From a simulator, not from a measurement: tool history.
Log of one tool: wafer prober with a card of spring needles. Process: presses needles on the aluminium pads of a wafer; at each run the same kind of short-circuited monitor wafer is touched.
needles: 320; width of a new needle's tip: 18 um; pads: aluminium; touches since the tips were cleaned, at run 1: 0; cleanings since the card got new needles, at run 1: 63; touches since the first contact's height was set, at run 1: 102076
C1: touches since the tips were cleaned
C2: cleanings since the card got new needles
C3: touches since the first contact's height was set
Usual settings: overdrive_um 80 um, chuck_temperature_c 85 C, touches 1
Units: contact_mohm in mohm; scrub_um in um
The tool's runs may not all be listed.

Run 1, hour 0.0: usual settings; C1 0; C2 63; C3 102076. Result: contact_mohm 320 mohm, scrub_um 21.11 um.
At hour 29.4: tips cleaned on abrasive film.
Run 2, hour 33.0: usual settings; C1 1152; C2 64; C3 112360. Result: contact_mohm 391 mohm, scrub_um 21.09 um.
At hour 56.5: tips cleaned on abrasive film.
Run 3, hour 58.2: usual settings; C1 552; C2 65; C3 120190. Result: contact_mohm 352 mohm, scrub_um 21.09 um.
At hour 83.9: tips cleaned on abrasive film.
Run 4, hour 95.7: usual settings; C1 3691; C2 66; C3 131846. Result: contact_mohm 477 mohm, scrub_um 21.10 um.
At hour 111.0: tips cleaned on abrasive film.
At hour 139.9: tips cleaned on abrasive film.
Run 5, hour 153.2: usual settings; C1 4144; C2 68; C3 149729. Result: contact_mohm 484 mohm, scrub_um 21.08 um.
At hour 156.5: height of the first contact set anew.
At hour 167.0: tips cleaned on abrasive film.
Run 6, hour 192.6: usual settings but chuck_temperature_c 52 C; C1 7977; C2 69; C3 11243. Result: contact_mohm 573 mohm, scrub_um 20.97 um.
At hour 196.1: tips cleaned on abrasive film.
At hour 222.8: tips cleaned on abrasive film.
Run 7, hour 243.6: usual settings but chuck_temperature_c 52 C; C1 6489; C2 71; C3 27096. Result: contact_mohm 560 mohm, scrub_um 20.93 um.
At hour 252.7: tips cleaned on abrasive film.
Run 8, hour 270.3: usual settings but chuck_temperature_c 52 C; C1 5474; C2 72; C3 35395. Result: contact_mohm 526 mohm, scrub_um 20.94 um.
At hour 279.8: tips cleaned on abrasive film.
At hour 307.0: tips cleaned on abrasive film.
Run 9, hour 319.2: usual settings but overdrive_um 69 um, chuck_temperature_c 52 C; C1 3817; C2 74; C3 50618. Result: contact_mohm 573 mohm, scrub_um 17.99 um.
At hour 334.4: tips cleaned on abrasive film.
At hour 361.7: tips cleaned on abrasive film.
Run 10, hour 361.7: usual settings but overdrive_um 69 um, chuck_temperature_c 52 C; C1 0; C2 76; C3 63824. Result: contact_mohm 342 mohm, scrub_um 17.99 um.
Run 11, hour 387.6: usual settings but overdrive_um 67 um, touches 2; C1 8072; C2 76; C3 71896. Result: contact_mohm 551 mohm, scrub_um 17.44 um.
At hour 390.2: tips cleaned on abrasive film.
Run 12, hour 415.2: usual settings but overdrive_um 67 um, touches 2; C1 7802; C2 77; C3 80490. Result: contact_mohm 535 mohm, scrub_um 17.44 um.
At hour 418.9: tips cleaned on abrasive film.
At hour 449.5: tips cleaned on abrasive film.
At hour 455.0: height of the first contact set anew, once more.
Run 13, hour 458.4: usual settings but touches 2; C1 2692; C2 79; C3 1067. Result: contact_mohm 391 mohm, scrub_um 21.28 um.
At hour 476.1: tips cleaned on abrasive film.
Run 14, hour 498.0: usual settings but overdrive_um 62 um, chuck_temperature_c 93 C, touches 2; C1 6851; C2 80; C3 13414. Result: contact_mohm 561 mohm, scrub_um 16.46 um.
At hour 504.4: tips cleaned on abrasive film.
Run 15, hour 524.6: usual settings but overdrive_um 62 um, chuck_temperature_c 93 C, touches 2; C1 6312; C2 81; C3 21678. Result: contact_mohm 551 mohm, scrub_um 16.47 um.
At hour 534.9: tips cleaned on abrasive film.
Run 16, hour 556.9: usual settings but overdrive_um 62 um, chuck_temperature_c 93 C, touches 2; C1 6863; C2 82; C3 31722. Result: contact_mohm 567 mohm, scrub_um 16.43 um.

Measured less the same run without the tool's hidden state. The same run-to-run variation is in both; the gauge's scatter may not be:
The hidden state here: debris on the tips, nm; way that the needles fall short of the set height, um; tips' diameter, um; drift of the gauge itself on contact_mohm, %; drift of the gauge itself on scrub_um, %.
run  contact_mohm  scrub_um
  1           +24     -0.13
  2           +95     -0.15
  3           +53     -0.16
  4          +179     -0.18
  5          +191     -0.19
  6          +284     -0.29
  7          +274     -0.31
  8          +242     -0.31
  9          +284     -0.33
 10           +49     -0.36
 11          +245     -0.36
 12          +233     -0.37
 13           +90     +0.00
 14          +250     -0.01
 15          +243     -0.02
 16          +256     -0.04
